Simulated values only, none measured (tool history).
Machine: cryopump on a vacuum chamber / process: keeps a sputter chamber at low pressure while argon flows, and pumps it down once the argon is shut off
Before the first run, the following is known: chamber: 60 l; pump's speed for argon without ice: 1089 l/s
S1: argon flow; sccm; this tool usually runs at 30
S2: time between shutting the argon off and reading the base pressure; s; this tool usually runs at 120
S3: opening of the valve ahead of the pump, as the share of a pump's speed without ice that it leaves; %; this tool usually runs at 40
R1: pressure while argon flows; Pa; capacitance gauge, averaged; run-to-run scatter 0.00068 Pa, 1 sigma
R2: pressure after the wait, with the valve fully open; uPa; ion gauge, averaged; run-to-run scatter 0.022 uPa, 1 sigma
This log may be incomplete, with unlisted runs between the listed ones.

run,hour,S1,S2,S3,R1,R2
1,0.0,30,120,40,0.1243,2.70
2,77.3,30,120,28,0.1746,2.78
3,132.2,30,120,28,0.1758,2.83
4,198.1,30,120,28,0.1759,2.88
5,270.5,30,120,28,0.1758,3.03
6,318.4,30,120,28,0.1763,3.04
7,373.3,30,120,40,0.1281,3.06
8,406.3,30,120,40,0.1272,3.16
9,458.8,30,120,40,0.1275,3.17
10,512.5,30,120,40,0.1283,3.24
11,556.4,30,120,40,0.1293,3.30
12,612.1,30,120,17,0.2894,3.40
# hour 625.4: leaking fittings of the chamber tightened, without venting
13,679.6,30,120,17,0.2894,0.79
14,732.4,30,120,40,0.1311,0.79
# hour 757.6: pump warmed up, emptied and cooled again
15,791.7,30,120,40,0.1180,0.69
16,852.0,30,40,40,0.1183,1.41
17,925.7,30,120,16,0.2943,0.78
18,984.6,30,27,40,0.1197,1.97
19,1059.4,21,27,48,0.0691,1.97
20,1132.7,54,71,48,0.1837,1.16
21,1199.1,14,177,50,0.0470,0.85
22,1240.0,14,23,50,0.0460,2.33
23,1293.5,28,52,21,0.2122,1.44
24,1352.8,28,52,21,0.2115,1.49
25,1409.2,28,52,21,0.2148,1.51
26,1442.4,28,52,21,0.2151,1.56
27,1486.0,13,120,39,0.0549,1.19
28,1542.8,30,53,33,0.1489,1.61
29,1586.8,41,149,27,0.2485,1.19
30,1635.1,14,23,50,0.0486,2.70
31,1713.8,21,256,44,0.0819,1.20
32,1768.8,37,114,44,0.1452,1.44
33,1844.7,30,94,15,0.3219,1.56

For some of the steps in R1 from one run to the next: how much would appear even if the tool had no hidden state, given the settings, what came in and random variation, and how much remains for the hidden state plus any gauge scatter that the measured result and the result without hidden state don't share?
Hidden state present: pump's speed, % of a pump's without ice; cold plate's temperature, K; leak into the chamber, uPa l/s; drift of the gauge itself on working_pa, %; drift of the gauge itself on base_upa, %.
Run 14 -> 15: pump warmed up, emptied and cooled again. R1 -0.0131 Pa: hidden state -0.0131, all else +0.0000.
Run 16 -> 17: S2 40 -> 120, S3 40 -> 16. R1 +0.1760 Pa: hidden state +0.0005, all else +0.1755.
Run 29 -> 30: S1 41 -> 14, S2 149 -> 23, S3 27 -> 50. R1 -0.1999 Pa: hidden state -0.0082, all else -0.1917.
Run 31 -> 32: S1 21 -> 37, S2 256 -> 114. R1 +0.0633 Pa: hidden state +0.0064, all else +0.0569.
Run 32 -> 33: S1 37 -> 30, S2 114 -> 94, S3 44 -> 15. R1 +0.1767 Pa: hidden state -0.0018, all else +0.1785.

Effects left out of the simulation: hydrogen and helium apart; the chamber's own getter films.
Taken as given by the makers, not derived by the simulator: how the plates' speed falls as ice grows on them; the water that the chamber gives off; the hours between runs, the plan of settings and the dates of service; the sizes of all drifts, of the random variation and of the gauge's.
